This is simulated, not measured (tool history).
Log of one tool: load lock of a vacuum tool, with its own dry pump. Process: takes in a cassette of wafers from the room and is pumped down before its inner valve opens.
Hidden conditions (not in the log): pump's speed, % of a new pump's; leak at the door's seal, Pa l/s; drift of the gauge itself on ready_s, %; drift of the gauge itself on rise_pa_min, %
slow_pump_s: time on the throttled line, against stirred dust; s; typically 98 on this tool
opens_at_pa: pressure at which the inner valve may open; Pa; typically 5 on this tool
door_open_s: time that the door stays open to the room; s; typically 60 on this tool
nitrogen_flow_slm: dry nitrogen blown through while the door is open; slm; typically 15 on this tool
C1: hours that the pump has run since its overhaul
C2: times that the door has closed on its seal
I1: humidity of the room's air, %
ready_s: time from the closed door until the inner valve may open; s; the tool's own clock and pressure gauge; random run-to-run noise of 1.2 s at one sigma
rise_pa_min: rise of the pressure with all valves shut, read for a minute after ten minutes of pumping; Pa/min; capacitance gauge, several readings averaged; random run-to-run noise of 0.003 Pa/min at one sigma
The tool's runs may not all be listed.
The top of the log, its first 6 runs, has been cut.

Run 7, hour 502.2: usual settings; C1 4120; C2 13721; I1 46.9. Result: ready_s 198 s, rise_pa_min 0.08 Pa/min.
Run 8, hour 645.2: usual settings; C1 4263; C2 14122; I1 46.3. Result: ready_s 198.6 s, rise_pa_min 0.088 Pa/min.
Run 9, hour 770.2: usual settings; C1 4388; C2 14472; I1 47.5. Result: ready_s 197.8 s, rise_pa_min 0.09 Pa/min.
Run 10, hour 845: usual settings; C1 4462; C2 14682; I1 48.9. Result: ready_s 199.3 s, rise_pa_min 0.092 Pa/min.
Run 11, hour 984.7: usual settings; C1 4602; C2 15073; I1 44.4. Result: ready_s 196.6 s, rise_pa_min 0.092 Pa/min.
Run 12, hour 1079.8: usual settings; C1 4697; C2 15339; I1 43. Result: ready_s 197.3 s, rise_pa_min 0.095 Pa/min.
Run 13, hour 1163: usual settings but door_open_s 45 s; C1 4780; C2 15572; I1 45.2. Result: ready_s 198.3 s, rise_pa_min 0.091 Pa/min.
Run 14, hour 1310.5: usual settings but door_open_s 45 s, nitrogen_flow_slm 17 slm; C1 4928; C2 15986; I1 46. Result: ready_s 197.9 s, rise_pa_min 0.091 Pa/min.
Run 15, hour 1465: usual settings; C1 5082; C2 16418; I1 46.3. Result: ready_s 200.4 s, rise_pa_min 0.094 Pa/min.
Run 16, hour 1601: usual settings; C1 5218; C2 16800; I1 47.5. Result: ready_s 198.4 s, rise_pa_min 0.099 Pa/min.
Run 17, hour 1721.8: usual settings but slow_pump_s 71 s, door_open_s 90 s; C1 5339; C2 17138; I1 45.5. Result: ready_s 179.4 s, rise_pa_min 0.108 Pa/min.
Run 18, hour 1855.6: usual settings but slow_pump_s 71 s, door_open_s 90 s; C1 5473; C2 17513; I1 44.2. Result: ready_s 178.6 s, rise_pa_min 0.111 Pa/min.
Run 19, hour 2001.6: usual settings but slow_pump_s 56 s, opens_at_pa 7 Pa, door_open_s 90 s, nitrogen_flow_slm 5 slm; C1 5619; C2 17922; I1 45.7. Result: ready_s 164.1 s, rise_pa_min 0.129 Pa/min.
Run 20, hour 2141.4: usual settings but slow_pump_s 127 s, opens_at_pa 7 Pa, door_open_s 90 s, nitrogen_flow_slm 5 slm; C1 5759; C2 18313; I1 47.4. Result: ready_s 221.3 s, rise_pa_min 0.126 Pa/min.
Run 21, hour 2275.6: usual settings but opens_at_pa 6 Pa, nitrogen_flow_slm 13 slm; C1 5893; C2 18689; I1 44.1. Result: ready_s 200.4 s, rise_pa_min 0.107 Pa/min.
Run 22, hour 2428.1: usual settings but opens_at_pa 6 Pa, nitrogen_flow_slm 13 slm; C1 6045; C2 19116; I1 44.7. Result: ready_s 199.1 s, rise_pa_min 0.115 Pa/min.
Run 23, hour 2545.4: usual settings but opens_at_pa 6 Pa, nitrogen_flow_slm 13 slm; C1 6163; C2 19445; I1 45.5. Result: ready_s 198.2 s, rise_pa_min 0.107 Pa/min.
Run 24, hour 2690.7: usual settings but slow_pump_s 159 s, opens_at_pa 6 Pa, nitrogen_flow_slm 22 slm; C1 6308; C2 19852; I1 47.4. Result: ready_s 248.4 s, rise_pa_min 0.106 Pa/min.
Run 25, hour 2836.6: usual settings but slow_pump_s 159 s, opens_at_pa 4 Pa, nitrogen_flow_slm 19 slm; C1 6454; C2 20261; I1 44.8. Result: ready_s 255 s, rise_pa_min 0.105 Pa/min.
Run 26, hour 2910.2: usual settings but slow_pump_s 159 s, opens_at_pa 4 Pa, nitrogen_flow_slm 19 slm; C1 6528; C2 20467; I1 46.4. Result: ready_s 257.3 s, rise_pa_min 0.111 Pa/min.
Run 27, hour 2990.5: usual settings but slow_pump_s 159 s, opens_at_pa 4 Pa, nitrogen_flow_slm 19 slm; C1 6608; C2 20692; I1 45.7. Result: ready_s 256.4 s, rise_pa_min 0.111 Pa/min.
Run 28, hour 3053.4: usual settings but door_open_s 80 s, nitrogen_flow_slm 31 slm; C1 6671; C2 20868; I1 45.6. Result: ready_s 202.7 s, rise_pa_min 0.107 Pa/min.
Run 29, hour 3119: usual settings but door_open_s 80 s, nitrogen_flow_slm 31 slm; C1 6736; C2 21052; I1 41.9. Result: ready_s 203.8 s, rise_pa_min 0.11 Pa/min.
Run 30, hour 3184.8: usual settings but opens_at_pa 7 Pa, nitrogen_flow_slm 6 slm; C1 6802; C2 21236; I1 44.6. Result: ready_s 200.4 s, rise_pa_min 0.126 Pa/min.
Run 31, hour 3279.6: usual settings but opens_at_pa 6 Pa; C1 6897; C2 21502; I1 42.8. Result: ready_s 200.1 s, rise_pa_min 0.115 Pa/min.

Each row is a separate what-if for the run after 31, all from the same tool condition, not one after another. Results?
Run A, hour 3394.1: usual settings but door_open_s 68 s; C1 7012; C2 21822; I1 44.3. Result: ready_s ?, rise_pa_min ?.
Run B, hour 3394.1: usual settings but opens_at_pa 7 Pa, nitrogen_flow_slm 32 slm; C1 7012; C2 21822; I1 47.7. Result: ready_s ?, rise_pa_min ?.
Run C, hour 3394.1: usual settings but slow_pump_s 111 s, opens_at_pa 7 Pa, nitrogen_flow_slm 4 slm; C1 7012; C2 21822; I1 43.9. Result: ready_s ?, rise_pa_min ?.

run  ready_s  rise_pa_min
  A    205.3        0.126
  B    200.1        0.111
  C    210.3        0.127
With the hidden condition removed and each run's random variation left untouched, the same runs would have given:
run  ready_s  rise_pa_min
  A      187        0.047
  B    182.6        0.033
  C    193.2         0.05

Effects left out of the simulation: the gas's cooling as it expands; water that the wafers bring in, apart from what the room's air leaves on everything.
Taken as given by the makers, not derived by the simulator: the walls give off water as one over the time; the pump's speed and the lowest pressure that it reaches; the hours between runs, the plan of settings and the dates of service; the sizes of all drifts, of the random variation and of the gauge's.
